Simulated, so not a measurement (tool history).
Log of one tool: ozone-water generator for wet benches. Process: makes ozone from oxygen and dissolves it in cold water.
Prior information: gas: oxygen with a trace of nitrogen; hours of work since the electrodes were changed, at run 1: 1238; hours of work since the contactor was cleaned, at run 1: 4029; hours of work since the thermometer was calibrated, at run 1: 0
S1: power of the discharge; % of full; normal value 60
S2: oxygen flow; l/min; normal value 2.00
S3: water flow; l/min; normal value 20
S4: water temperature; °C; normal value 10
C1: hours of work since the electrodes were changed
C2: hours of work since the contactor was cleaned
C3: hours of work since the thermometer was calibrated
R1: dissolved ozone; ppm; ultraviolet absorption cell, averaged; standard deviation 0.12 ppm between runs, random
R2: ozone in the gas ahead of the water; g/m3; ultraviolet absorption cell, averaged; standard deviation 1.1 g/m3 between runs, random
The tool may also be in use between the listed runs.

run 1 day=0.000 | S1=60 S2=2.00 S3=20 S4=10 | C1=1238 C2=4029 C3=0 | R1=9.7 R2=203.5
run 2 day=4.246 | S1=60 S2=2.00 S3=26 S4=10 | C1=1299 C2=4090 C3=61 | R1=7.2 R2=200.3
run 3 day=7.029 | S1=60 S2=2.00 S3=26 S4=10 | C1=1339 C2=4130 C3=101 | R1=7.3 R2=202.3
run 4 day=9.579 | S1=60 S2=2.00 S3=26 S4=10 | C1=1376 C2=4167 C3=138 | R1=7.0 R2=202.9
run 5 day=11.838 | S1=60 S2=2.00 S3=26 S4=10 | C1=1408 C2=4200 C3=170 | R1=7.0 R2=203.5
run 6 day=15.975 | S1=60 S2=2.00 S3=26 S4=10 | C1=1468 C2=4259 C3=230 | R1=7.1 R2=201.4
run 7 day=19.383 | S1=60 S2=2.00 S3=17 S4=10 | C1=1517 C2=4308 C3=279 | R1=11.9 R2=201.3
run 8 day=22.833 | S1=60 S2=2.00 S3=20 S4=10 | C1=1566 C2=4358 C3=329 | R1=10.0 R2=201.0
run 9 day=26.012 | S1=60 S2=2.00 S3=20 S4=10 | C1=1612 C2=4404 C3=375 | R1=9.6 R2=200.6
run 10 day=29.062 | S1=60 S2=2.00 S3=20 S4=10 | C1=1656 C2=4448 C3=419 | R1=9.9 R2=201.5
run 11 day=33.154 | S1=60 S2=2.00 S3=18 S4=11 | C1=1715 C2=4507 C3=477 | R1=10.7 R2=201.1
run 12 day=37.596 | S1=54 S2=2.00 S3=18 S4=11 | C1=1779 C2=4571 C3=541 | R1=10.4 R2=190.1
run 13 day=41.954 | S1=51 S2=2.00 S3=20 S4=8 | C1=1842 C2=4633 C3=604 | R1=9.2 R2=183.2
run 14 day=44.662 | S1=51 S2=2.00 S3=20 S4=7 | C1=1881 C2=4672 C3=643 | R1=9.0 R2=184.8
run 15 day=49.142 | S1=82 S2=1.13 S3=20 S4=7 | C1=1945 C2=4737 C3=708 | R1=9.4 R2=311.4
run 16 day=53.450 | S1=64 S2=1.13 S3=20 S4=10 | C1=2007 C2=4799 C3=770 | R1=8.2 R2=273.1
run 17 day=56.379 | S1=48 S2=1.00 S3=20 S4=13 | C1=2050 C2=4841 C3=812 | R1=6.8 R2=248.8
run 18 day=60.725 | S1=48 S2=1.00 S3=20 S4=13 | C1=2112 C2=4904 C3=874 | R1=6.7 R2=251.8
run 19 day=64.692 | S1=48 S2=1.02 S3=27 S4=6 | C1=2169 C2=4961 C3=932 | R1=4.6 R2=250.4

Consider 4 possible next runs. They are alternatives, not a sequence: every one starts from the tool as it was left by run 19. What does each give?
run A day=67.454 | S1=53 S2=2.00 S3=19 S4=6 | C1=2209 C2=5001 C3=971 | R1=? R2=?
run B day=67.454 | S1=77 S2=2.00 S3=21 S4=10 | C1=2209 C2=5001 C3=971 | R1=? R2=?
run C day=67.454 | S1=66 S2=1.02 S3=27 S4=6 | C1=2209 C2=5001 C3=971 | R1=? R2=?
run D day=67.454 | S1=60 S2=2.23 S3=30 S4=10 | C1=2209 C2=5001 C3=971 | R1=? R2=?

run=A R1=9.8 R2=186.8
run=B R1=10.1 R2=226.8
run=C R1=5.6 R2=292.2
run=D R1=6.0 R2=188.1
The same runs, with their run-to-run variation unchanged, on a tool lacking any hidden condition would have given:
run=A R1=10.6 R2=192.4
run=B R1=11.1 R2=235.3
run=C R1=6.1 R2=302.3
run=D R1=6.5 R2=194.2
